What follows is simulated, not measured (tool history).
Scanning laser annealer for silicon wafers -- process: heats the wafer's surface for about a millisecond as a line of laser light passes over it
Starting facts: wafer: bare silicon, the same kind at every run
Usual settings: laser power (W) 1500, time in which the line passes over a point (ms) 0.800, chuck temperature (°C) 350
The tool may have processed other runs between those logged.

run	hour	laser power (W)	time in which the line passes over a point (ms)	chuck temperature (°C)	highest temperature of the surface (°C)
1	0.0	1500	0.800	350	1035
2	33.8	1500	0.800	350	1033
3	70.6	1500	0.800	350	1033
4	111.5	1500	0.800	350	1032
5	149.2	1500	0.800	350	1031
6	205.6	1500	0.800	350	1026
7	267.4	1500	0.800	350	1030
8	345.9	1500	0.800	350	1024
9	404.1	1355	0.800	350	945
10	475.8	1355	0.800	350	944
11	535.7	1355	0.800	350	939
12	592.3	1597	0.800	350	1069
13	667.6	1597	0.800	350	1067
# hour 673.3: window over the wafer cleaned
# hour 682.8: optics aligned, line set to its width
14	745.9	1500	0.800	337	1018
15	806.9	1604	0.800	350	1092
16	843.0	1604	0.800	350	1092
# hour 858.3: window over the wafer cleaned, once more
17	918.7	1613	0.800	350	1121
18	977.0	1500	0.800	350	1054
19	1022.5	1479	0.800	350	1037
20	1075.7	1479	0.800	350	1033
21	1139.0	1479	0.800	350	1034
22	1211.0	1489	0.919	378	1112
23	1276.1	1486	0.800	350	1034
24	1324.4	1277	0.700	350	885
25	1379.5	1277	0.700	350	884
26	1443.3	1382	0.787	375	992
27	1506.4	1565	0.928	371	1146
28	1566.4	1565	0.782	371	1084
29	1645.0	1565	0.782	371	1086
30	1716.6	1584	0.669	324	998
31	1764.6	1357	0.622	324	860
32	1804.1	1357	0.622	324	858
# hour 1816.9: window over the wafer cleaned
33	1862.2	1366	0.939	324	990
34	1909.6	1445	0.742	320	965
35	1945.7	1530	0.906	311	1064
36	2021.9	1530	0.906	311	1058
37	2078.2	1623	0.954	350	1170
38	2114.7	1623	0.954	350	1169
39	2164.1	1623	0.954	350	1169
40	2205.1	1477	0.954	350	1079
41	2285.0	1549	0.622	338	972
42	2337.7	1332	0.800	319	906

Branching from run 42: 3 alternative next runs. What would each branch give?
A	2374.8	1321	0.733	366	?
B	2374.8	1304	0.620	326	?
C	2374.8	1293	0.800	319	?

run	highest temperature of the surface (°C)
A	923
B	837
C	887
Without the tool's unlogged condition, the same runs would have read:
run	highest temperature of the surface (°C)
A	947
B	859
C	911

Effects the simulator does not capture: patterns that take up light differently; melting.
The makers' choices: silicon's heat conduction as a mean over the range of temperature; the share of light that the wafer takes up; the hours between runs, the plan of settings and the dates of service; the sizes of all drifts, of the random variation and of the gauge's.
